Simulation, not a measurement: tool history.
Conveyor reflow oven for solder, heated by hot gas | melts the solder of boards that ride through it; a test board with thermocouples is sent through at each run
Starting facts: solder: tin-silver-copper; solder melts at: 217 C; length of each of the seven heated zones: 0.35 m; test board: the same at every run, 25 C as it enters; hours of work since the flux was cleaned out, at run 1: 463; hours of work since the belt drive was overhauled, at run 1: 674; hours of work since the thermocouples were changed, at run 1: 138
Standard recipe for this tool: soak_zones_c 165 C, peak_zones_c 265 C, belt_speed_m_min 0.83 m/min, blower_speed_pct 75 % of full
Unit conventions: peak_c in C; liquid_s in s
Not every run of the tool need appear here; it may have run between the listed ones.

run   hour  soak_zones_c  peak_zones_c  belt_speed_m_min  blower_speed_pct  hours of work since the flux was cleaned out  hours of work since the belt drive was overhauled  hours of work since the thermocouples were changed  peak_c  liquid_s
  1      0           165           265              0.83                75                                           463                                                674                                                 138     250      35.2
        30  -- flux residue cleaned out of gas plates and filters
  2   39.7           165           265              0.83                75                                             6                                                694                                                 158   248.5      34.9
  3   82.5           165           265             0.765                75                                            31                                                720                                                 184   250.6      38.8
  4  112.7           165           265              0.83                58                                            49                                                738                                                 202   243.3      30.8
     151.2  -- belt drive overhauled, speed set with a stopwatch
  5  151.2           165           265              0.83                58                                            70                                                  0                                                 222   243.3      30.2
  6  186.1           165           265              0.83                58                                            91                                                 21                                                 243   243.8      30.1
  7  225.6           165           265              0.83                58                                           114                                                 44                                                 267   243.2      30.2
  8  256.5           165           265              0.83                58                                           133                                                 63                                                 285   243.6      29.9

Forecast run 9:
     294.7  -- flux residue cleaned out of gas plates and filters, once more
  9  304.8           165           265              0.83                58                                             6                                                 89                                                 311       ?         ?

Run 9 produced peak_c 245.2 C, liquid_s 32.2 s.
Without the tool's hidden state the same run would have given peak_c 245.8 C, liquid_s 32.6 s.
